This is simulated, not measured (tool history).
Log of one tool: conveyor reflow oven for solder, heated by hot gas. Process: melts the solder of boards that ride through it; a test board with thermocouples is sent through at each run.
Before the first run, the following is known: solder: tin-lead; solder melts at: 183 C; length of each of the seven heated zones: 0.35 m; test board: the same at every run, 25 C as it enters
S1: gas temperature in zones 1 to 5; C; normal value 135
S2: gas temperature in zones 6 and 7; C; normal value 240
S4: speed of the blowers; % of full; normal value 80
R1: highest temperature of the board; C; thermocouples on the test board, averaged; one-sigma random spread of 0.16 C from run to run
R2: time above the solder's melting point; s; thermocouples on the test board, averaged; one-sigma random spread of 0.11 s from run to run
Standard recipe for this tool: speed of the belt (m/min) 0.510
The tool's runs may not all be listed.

Run 1, day 0.000: usual settings. Result: R1 226.4 C, R2 68.6 s.
Run 2, day 1.762: usual settings. Result: R1 226.0 C, R2 68.6 s.
Run 3, day 3.538: usual settings but speed of the belt (m/min) 0.521. Result: R1 225.2 C, R2 66.4 s.
At day 4.188: thermocouples of zones 6 and 7 changed.
Run 4, day 4.754: usual settings but S1 147 C. Result: R1 227.9 C, R2 73.8 s.
Run 5, day 6.312: usual settings. Result: R1 226.0 C, R2 68.1 s.
Run 6, day 7.246: usual settings. Result: R1 226.2 C, R2 68.4 s.
Run 7, day 8.733: usual settings. Result: R1 225.7 C, R2 68.4 s.
Run 8, day 9.762: usual settings. Result: R1 225.6 C, R2 68.4 s.
Run 9, day 11.400: usual settings but S1 149 C. Result: R1 227.4 C, R2 74.7 s.
Run 10, day 12.271: usual settings but S1 149 C. Result: R1 227.4 C, R2 74.8 s.
Run 11, day 13.062: usual settings but S1 149 C. Result: R1 227.2 C, R2 74.6 s.
Run 12, day 14.171: usual settings but S1 149 C. Result: R1 227.4 C, R2 74.6 s.
Run 13, day 15.079: usual settings. Result: R1 225.2 C, R2 67.9 s.
Run 14, day 16.617: usual settings. Result: R1 225.0 C, R2 67.6 s.
Run 15, day 18.296: usual settings but speed of the belt (m/min) 0.548. Result: R1 222.2 C, R2 61.3 s.
At day 19.158: flux residue cleaned out of gas plates and filters.
Run 16, day 19.867: usual settings but speed of the belt (m/min) 0.548. Result: R1 224.4 C, R2 62.6 s.
Run 17, day 21.542: usual settings but S1 123 C, speed of the belt (m/min) 0.587, S4 59 % of full. Result: R1 212.6 C, R2 44.5 s.
Run 18, day 23.121: usual settings but S1 128 C, S2 248 C, speed of the belt (m/min) 0.575, S4 53 % of full. Result: R1 217.9 C, R2 51.8 s.
Run 19, day 24.612: usual settings but S1 124 C, S2 239 C, speed of the belt (m/min) 0.595, S4 52 % of full. Result: R1 207.4 C, R2 39.2 s.
Run 20, day 25.483: usual settings but S1 124 C, S2 239 C, speed of the belt (m/min) 0.595, S4 52 % of full. Result: R1 207.6 C, R2 39.1 s.
Run 21, day 26.775: usual settings but S1 134 C, S2 239 C, speed of the belt (m/min) 0.595, S4 53 % of full. Result: R1 210.3 C, R2 44.9 s.
Run 22, day 27.758: usual settings. Result: R1 225.9 C, R2 68.5 s.
Run 23, day 29.546: usual settings but S2 250 C, speed of the belt (m/min) 0.601, S4 56 % of full. Result: R1 220.3 C, R2 53.2 s.
Run 24, day 31.058: usual settings but S1 130 C, S2 249 C, speed of the belt (m/min) 0.601, S4 74 % of full. Result: R1 225.1 C, R2 55.6 s.
Run 25, day 32.817: usual settings but S1 130 C, S2 249 C, speed of the belt (m/min) 0.601, S4 74 % of full. Result: R1 224.9 C, R2 55.3 s.
Run 26, day 33.883: usual settings but S1 130 C, S2 249 C, speed of the belt (m/min) 0.601, S4 74 % of full. Result: R1 224.4 C, R2 55.4 s.
Run 27, day 34.854: usual settings but S1 146 C, S2 249 C, speed of the belt (m/min) 0.528, S4 65 % of full. Result: R1 230.2 C, R2 72.3 s.
Run 28, day 36.129: usual settings but S1 146 C, S2 249 C, speed of the belt (m/min) 0.528, S4 65 % of full. Result: R1 229.9 C, R2 72.5 s.
Run 29, day 37.067: usual settings but S1 128 C, S2 249 C, speed of the belt (m/min) 0.458, S4 69 % of full. Result: R1 232.7 C, R2 78.9 s.
Run 30, day 38.450: usual settings but S1 142 C, speed of the belt (m/min) 0.474. Result: R1 228.0 C, R2 78.3 s.
At day 38.954: flux residue cleaned out of gas plates and filters.
Run 31, day 39.512: usual settings but S1 143 C, speed of the belt (m/min) 0.609, S4 55 % of full. Result: R1 214.2 C, R2 50.4 s.
Run 32, day 40.604: usual settings but S1 144 C, S2 248 C. Result: R1 234.4 C, R2 76.8 s.

Predict each of these 3 candidate next runs independently; none follows another, all start after run 32:
Run A, day 41.954: usual settings but S1 128 C, S2 255 C, S4 74 % of full. Result: R1 ?, R2 ?.
Run B, day 41.954: usual settings but S1 139 C, S2 246 C, S4 70 % of full. Result: R1 ?, R2 ?.
Run C, day 41.954: usual settings but S1 145 C, S2 230 C, speed of the belt (m/min) 0.433. Result: R1 ?, R2 ?.

run     R1    R2
  A  237.4  73.2
  B  229.6  72.3
  C  221.8  83.7
With the hidden condition removed and each run's random variation left untouched, the same runs would have given:
run     R1    R2
  A  237.7  71.9
  B  229.9  71.0
  C  222.3  82.3

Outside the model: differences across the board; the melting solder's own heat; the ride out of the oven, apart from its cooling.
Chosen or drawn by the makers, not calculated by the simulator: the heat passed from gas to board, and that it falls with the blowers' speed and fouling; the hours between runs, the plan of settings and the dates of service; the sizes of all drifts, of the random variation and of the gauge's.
